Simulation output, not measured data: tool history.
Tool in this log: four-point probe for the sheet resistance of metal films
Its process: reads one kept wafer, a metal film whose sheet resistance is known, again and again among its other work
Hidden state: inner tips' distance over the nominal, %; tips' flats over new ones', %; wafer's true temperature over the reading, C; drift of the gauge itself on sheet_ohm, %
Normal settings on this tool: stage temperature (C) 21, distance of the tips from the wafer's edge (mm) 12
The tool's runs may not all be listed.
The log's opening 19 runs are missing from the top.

run,hour,stage temperature (C),distance of the tips from the wafer's edge (mm),touches since the probe head was changed,hours of work since the stage's thermometer was calibrated,sheet resistance as the instrument gives it (ohm/square)
20,1179.8,21,12,69999,245,0.101557
21,1223.1,21,12,71112,271,0.101538
22,1270.2,21,4,72323,299,0.106113
23,1360.2,25,73,74637,352,0.101064
24,1440.1,31,3,76692,400,0.109869
25,1490,31,3,77976,429,0.109925
26,1582.5,21,27,80354,484,0.101101
27,1674.8,32,10,82727,539,0.10198
28,1733,28,64,84223,573,0.101094
29,1813,28,64,86281,621,0.101113
30,1899.5,33,56,88505,672,0.10119
31,1945.9,33,56,89698,700,0.101181
32,2005.1,26,12,91220,735,0.101686
33,2085,23,12,93275,782,0.101655
34,2152.7,19,30,95014,822,0.101148
35,2244.6,26,35,97378,877,0.101203
36,2329.1,26,35,99552,927,0.101185
37,2377.2,26,35,100788,955,0.101203
38,2435.2,26,35,102280,990,0.101193
39,2516.1,29,3,104358,1038,0.110013
40,2565.5,29,3,105630,1067,0.110009
41,2609.2,27,12,106752,1093,0.101815
42,2693.6,21,5,108923,1143,0.104554
43,2776.2,30,6,111047,1192,0.103602
44,2846.1,30,6,112845,1233,0.103645

Alternative continuations, all from the tool just after run 44; predict every row:
A,2934.8,20,8,115125,1286,?
B,2934.8,24,4,115125,1286,?
C,2934.8,30,3,115125,1286,?
D,2934.8,25,58,115125,1286,?

run,sheet resistance as the instrument gives it (ohm/square)
A,0.102528
B,0.106406
C,0.1101
D,0.101204
What these runs would have given with no unlogged condition in the tool:
run,sheet resistance as the instrument gives it (ohm/square)
A,0.102656
B,0.106539
C,0.110239
D,0.101332
